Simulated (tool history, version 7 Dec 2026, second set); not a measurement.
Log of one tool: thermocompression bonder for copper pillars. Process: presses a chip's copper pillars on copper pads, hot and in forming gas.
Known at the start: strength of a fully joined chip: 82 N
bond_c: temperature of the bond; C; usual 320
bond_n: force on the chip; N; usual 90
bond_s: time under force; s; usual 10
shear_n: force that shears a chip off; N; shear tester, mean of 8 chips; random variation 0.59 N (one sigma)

{"run": 1, "hour": 0.0, "bond_c": 320, "bond_n": 90, "bond_s": 10, "shear_n": 29.4}
{"run": 2, "hour": 66.4, "bond_c": 320, "bond_n": 90, "bond_s": 10, "shear_n": 29.2}
{"run": 3, "hour": 104.2, "bond_c": 320, "bond_n": 90, "bond_s": 10, "shear_n": 28.8}
{"run": 4, "hour": 156.6, "bond_c": 320, "bond_n": 90, "bond_s": 10, "shear_n": 27.5}
{"run": 5, "hour": 235.4, "bond_c": 320, "bond_n": 90, "bond_s": 11, "shear_n": 27.9}
{"run": 6, "hour": 272.5, "bond_c": 320, "bond_n": 90, "bond_s": 6, "shear_n": 22.3}
{"hour": 278.8, "done": "forming gas filter changed"}
{"run": 7, "hour": 320.8, "bond_c": 320, "bond_n": 90, "bond_s": 6, "shear_n": 24.4}
{"run": 8, "hour": 395.8, "bond_c": 320, "bond_n": 107, "bond_s": 6, "shear_n": 29.9}
{"run": 9, "hour": 433.0, "bond_c": 320, "bond_n": 107, "bond_s": 6, "shear_n": 29.5}
{"run": 10, "hour": 517.9, "bond_c": 320, "bond_n": 107, "bond_s": 6, "shear_n": 29.6}
{"run": 11, "hour": 578.4, "bond_c": 320, "bond_n": 107, "bond_s": 6, "shear_n": 28.3}
{"hour": 625.6, "done": "force cell calibrated"}
{"run": 12, "hour": 660.5, "bond_c": 320, "bond_n": 107, "bond_s": 6, "shear_n": 30.9}
{"run": 13, "hour": 722.5, "bond_c": 320, "bond_n": 90, "bond_s": 27, "shear_n": 42.6}
{"run": 14, "hour": 777.2, "bond_c": 320, "bond_n": 90, "bond_s": 10, "shear_n": 29.7}
{"run": 15, "hour": 815.5, "bond_c": 320, "bond_n": 90, "bond_s": 10, "shear_n": 30.1}
{"hour": 836.9, "done": "forming gas filter changed"}
{"run": 16, "hour": 860.5, "bond_c": 320, "bond_n": 90, "bond_s": 10, "shear_n": 33.9}
{"run": 17, "hour": 896.4, "bond_c": 320, "bond_n": 90, "bond_s": 10, "shear_n": 33.2}
{"run": 18, "hour": 963.8, "bond_c": 320, "bond_n": 90, "bond_s": 18, "shear_n": 39.5}
{"hour": 987.3, "done": "heater calibrated with a thermocouple chip"}
{"run": 19, "hour": 1042.8, "bond_c": 320, "bond_n": 90, "bond_s": 10, "shear_n": 29.8}
{"run": 20, "hour": 1081.3, "bond_c": 320, "bond_n": 90, "bond_s": 10, "shear_n": 30.8}
{"run": 21, "hour": 1138.4, "bond_c": 309, "bond_n": 90, "bond_s": 13, "shear_n": 28.7}
{"run": 22, "hour": 1200.1, "bond_c": 317, "bond_n": 69, "bond_s": 12, "shear_n": 21.8}
{"run": 23, "hour": 1282.8, "bond_c": 294, "bond_n": 69, "bond_s": 18, "shear_n": 17.8}
{"run": 24, "hour": 1360.1, "bond_c": 320, "bond_n": 70, "bond_s": 14, "shear_n": 24.5}
{"hour": 1397.5, "done": "forming gas filter changed"}
{"run": 25, "hour": 1405.3, "bond_c": 326, "bond_n": 112, "bond_s": 10, "shear_n": 41.1}
{"run": 26, "hour": 1451.1, "bond_c": 326, "bond_n": 58, "bond_s": 28, "shear_n": 30.1}
{"run": 27, "hour": 1526.5, "bond_c": 326, "bond_n": 58, "bond_s": 28, "shear_n": 29.7}
{"run": 28, "hour": 1611.9, "bond_c": 313, "bond_n": 60, "bond_s": 11, "shear_n": 17.4}
{"run": 29, "hour": 1680.5, "bond_c": 331, "bond_n": 90, "bond_s": 9, "shear_n": 31.2}
{"run": 30, "hour": 1722.7, "bond_c": 320, "bond_n": 117, "bond_s": 6, "shear_n": 31.5}
{"run": 31, "hour": 1807.6, "bond_c": 294, "bond_n": 130, "bond_s": 10, "shear_n": 30.2}
{"run": 32, "hour": 1863.0, "bond_c": 327, "bond_n": 100, "bond_s": 10, "shear_n": 34.3}
{"hour": 1874.7, "done": "force cell calibrated"}
{"run": 33, "hour": 1948.8, "bond_c": 345, "bond_n": 78, "bond_s": 5, "shear_n": 25.7}
{"hour": 1954.7, "done": "forming gas filter changed"}
{"run": 34, "hour": 1991.1, "bond_c": 345, "bond_n": 99, "bond_s": 5, "shear_n": 38.5}
{"run": 35, "hour": 2072.6, "bond_c": 350, "bond_n": 121, "bond_s": 5, "shear_n": 47.3}
{"run": 36, "hour": 2158.1, "bond_c": 350, "bond_n": 121, "bond_s": 5, "shear_n": 46.1}
{"run": 37, "hour": 2245.1, "bond_c": 321, "bond_n": 90, "bond_s": 10, "shear_n": 30.6}
{"run": 38, "hour": 2310.7, "bond_c": 321, "bond_n": 90, "bond_s": 10, "shear_n": 31.4}
{"hour": 2340.6, "done": "heater calibrated with a thermocouple chip"}
{"run": 39, "hour": 2390.7, "bond_c": 314, "bond_n": 79, "bond_s": 12, "shear_n": 24.1}

Some steps in shear_n between neighbouring runs. How much of each would the tool show without its hidden state too (settings, what came in, random variation), and how much is left for the hidden state, with any gauge scatter that isn't in both results?
The hidden state here: true temperature of the bond over the reading, C; force that reaches the chip, % of what is set; oxide that the forming gas leaves, % of the face; drift of the gauge itself on shear_n, %.
Run 6 -> 7: forming gas filter changed. shear_n +2.1 N: hidden state +2.8, all else -0.7.
Run 15 -> 16: forming gas filter changed. shear_n +3.8 N: hidden state +3.5, all else +0.3.
Run 24 -> 25: bond_c 320 -> 326, bond_n 70 -> 112, bond_s 14 -> 10, forming gas filter changed. shear_n +16.6 N: hidden state +2.3, all else +14.3.
Run 28 -> 29: bond_c 313 -> 331, bond_n 60 -> 90, bond_s 11 -> 9. shear_n +13.8 N: hidden state -1.7, all else +15.5.
Run 33 -> 34: bond_n 78 -> 99, forming gas filter changed. shear_n +12.8 N: hidden state +3.2, all else +9.6.
Run 36 -> 37: bond_c 350 -> 321, bond_n 121 -> 90, bond_s 5 -> 10. shear_n -15.5 N: hidden state -0.1, all else -15.4.
